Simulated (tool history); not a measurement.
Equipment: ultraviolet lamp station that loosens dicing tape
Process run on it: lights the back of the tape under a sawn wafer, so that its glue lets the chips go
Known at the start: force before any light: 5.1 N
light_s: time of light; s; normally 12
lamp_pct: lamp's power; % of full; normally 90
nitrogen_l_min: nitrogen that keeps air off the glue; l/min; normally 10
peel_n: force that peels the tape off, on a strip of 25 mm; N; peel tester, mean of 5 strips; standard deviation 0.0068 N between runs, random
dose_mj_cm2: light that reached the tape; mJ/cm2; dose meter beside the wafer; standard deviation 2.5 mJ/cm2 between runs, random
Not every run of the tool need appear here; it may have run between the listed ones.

Run 1, hour 0.0: usual settings. Result: peel_n 0.225 N, dose_mj_cm2 307 mJ/cm2.
Run 2, hour 14.8: usual settings but lamp_pct 80 % of full. Result: peel_n 0.255 N, dose_mj_cm2 268 mJ/cm2.
Run 3, hour 27.1: usual settings but lamp_pct 80 % of full. Result: peel_n 0.272 N, dose_mj_cm2 271 mJ/cm2.
Run 4, hour 38.8: usual settings but lamp_pct 80 % of full. Result: peel_n 0.259 N, dose_mj_cm2 269 mJ/cm2.
Run 5, hour 52.6: usual settings but light_s 20 s. Result: peel_n 0.209 N, dose_mj_cm2 502 mJ/cm2.
Run 6, hour 67.2: usual settings but light_s 6 s. Result: peel_n 0.657 N, dose_mj_cm2 150 mJ/cm2.
Run 7, hour 80.2: usual settings but light_s 6 s. Result: peel_n 0.647 N, dose_mj_cm2 151 mJ/cm2.
Run 8, hour 90.0: usual settings but light_s 18 s. Result: peel_n 0.205 N, dose_mj_cm2 451 mJ/cm2.
Run 9, hour 101.4: usual settings. Result: peel_n 0.239 N, dose_mj_cm2 295 mJ/cm2.
Run 10, hour 118.5: usual settings but lamp_pct 73 % of full. Result: peel_n 0.303 N, dose_mj_cm2 241 mJ/cm2.
Run 11, hour 129.4: usual settings but lamp_pct 73 % of full. Result: peel_n 0.296 N, dose_mj_cm2 237 mJ/cm2.
Run 12, hour 138.1: usual settings but lamp_pct 73 % of full. Result: peel_n 0.307 N, dose_mj_cm2 240 mJ/cm2.
Run 13, hour 153.4: usual settings but lamp_pct 73 % of full. Result: peel_n 0.320 N, dose_mj_cm2 239 mJ/cm2.
Run 14, hour 164.2: usual settings but lamp_pct 73 % of full. Result: peel_n 0.319 N, dose_mj_cm2 241 mJ/cm2.
Run 15, hour 172.0: usual settings but lamp_pct 73 % of full. Result: peel_n 0.312 N, dose_mj_cm2 235 mJ/cm2.
At hour 174.0: window cleaned of glue's vapour.
Run 16, hour 188.1: usual settings but lamp_pct 78 % of full. Result: peel_n 0.306 N, dose_mj_cm2 241 mJ/cm2.
Run 17, hour 200.1: usual settings but nitrogen_l_min 11 l/min. Result: peel_n 0.247 N, dose_mj_cm2 278 mJ/cm2.
At hour 211.6: window cleaned of glue's vapour, once more.
Run 18, hour 213.9: usual settings but light_s 11 s, lamp_pct 66 % of full, nitrogen_l_min 13 l/min. Result: peel_n 0.346 N, dose_mj_cm2 201 mJ/cm2.
Run 19, hour 226.7: usual settings but light_s 11 s, lamp_pct 66 % of full, nitrogen_l_min 13 l/min. Result: peel_n 0.343 N, dose_mj_cm2 204 mJ/cm2.
Run 20, hour 237.4: usual settings but light_s 11 s, lamp_pct 66 % of full, nitrogen_l_min 13 l/min. Result: peel_n 0.348 N, dose_mj_cm2 199 mJ/cm2.
Run 21, hour 254.4: usual settings but light_s 9 s, lamp_pct 77 % of full. Result: peel_n 0.422 N, dose_mj_cm2 193 mJ/cm2.
Run 22, hour 268.7: usual settings but lamp_pct 77 % of full. Result: peel_n 0.280 N, dose_mj_cm2 253 mJ/cm2.
Run 23, hour 277.9: usual settings but lamp_pct 77 % of full. Result: peel_n 0.292 N, dose_mj_cm2 251 mJ/cm2.
Run 24, hour 293.5: usual settings but light_s 14 s, lamp_pct 97 % of full, nitrogen_l_min 4 l/min. Result: peel_n 0.256 N, dose_mj_cm2 368 mJ/cm2.
Run 25, hour 303.3: usual settings but light_s 14 s, lamp_pct 97 % of full, nitrogen_l_min 4 l/min. Result: peel_n 0.261 N, dose_mj_cm2 367 mJ/cm2.
Run 26, hour 311.7: usual settings but light_s 14 s, lamp_pct 97 % of full, nitrogen_l_min 4 l/min. Result: peel_n 0.274 N, dose_mj_cm2 370 mJ/cm2.
Run 27, hour 321.5: usual settings but light_s 23 s, lamp_pct 73 % of full, nitrogen_l_min 12 l/min. Result: peel_n 0.217 N, dose_mj_cm2 446 mJ/cm2.
Run 28, hour 336.8: usual settings but light_s 15 s. Result: peel_n 0.218 N, dose_mj_cm2 363 mJ/cm2.
Run 29, hour 349.9: usual settings but light_s 15 s. Result: peel_n 0.218 N, dose_mj_cm2 363 mJ/cm2.
Run 30, hour 357.3: usual settings but nitrogen_l_min 12 l/min. Result: peel_n 0.237 N, dose_mj_cm2 286 mJ/cm2.
Run 31, hour 371.3: usual settings but nitrogen_l_min 12 l/min. Result: peel_n 0.239 N, dose_mj_cm2 287 mJ/cm2.
Run 32, hour 382.7: usual settings but nitrogen_l_min 12 l/min. Result: peel_n 0.235 N, dose_mj_cm2 288 mJ/cm2.
Run 33, hour 399.7: usual settings but nitrogen_l_min 12 l/min. Result: peel_n 0.236 N, dose_mj_cm2 284 mJ/cm2.
Run 34, hour 406.9: usual settings but lamp_pct 76 % of full, nitrogen_l_min 3 l/min. Result: peel_n 0.569 N, dose_mj_cm2 242 mJ/cm2.

Pick out some run-to-run changes in peel_n. Of each, how much would a tool without hidden state show as well, from the settings, what came in and chance, and how much is left for the hidden state and any gauge scatter not in both results compared?
Unlogged tool condition in this case: lamp's light, % of a new lamp's; light that the window lets through, % of a clean one's; drift of the gauge itself on peel_n, %; drift of the gauge itself on dose_mj_cm2, %.
Run 5 -> 6: light_s 20 -> 6. peel_n +0.448 N: hidden state +0.050, all else +0.398.
Run 7 -> 8: light_s 6 -> 18. peel_n -0.442 N: hidden state -0.053, all else -0.389.
Run 33 -> 34: lamp_pct 90 -> 76, nitrogen_l_min 12 -> 3. peel_n +0.333 N: hidden state +0.076, all else +0.257.

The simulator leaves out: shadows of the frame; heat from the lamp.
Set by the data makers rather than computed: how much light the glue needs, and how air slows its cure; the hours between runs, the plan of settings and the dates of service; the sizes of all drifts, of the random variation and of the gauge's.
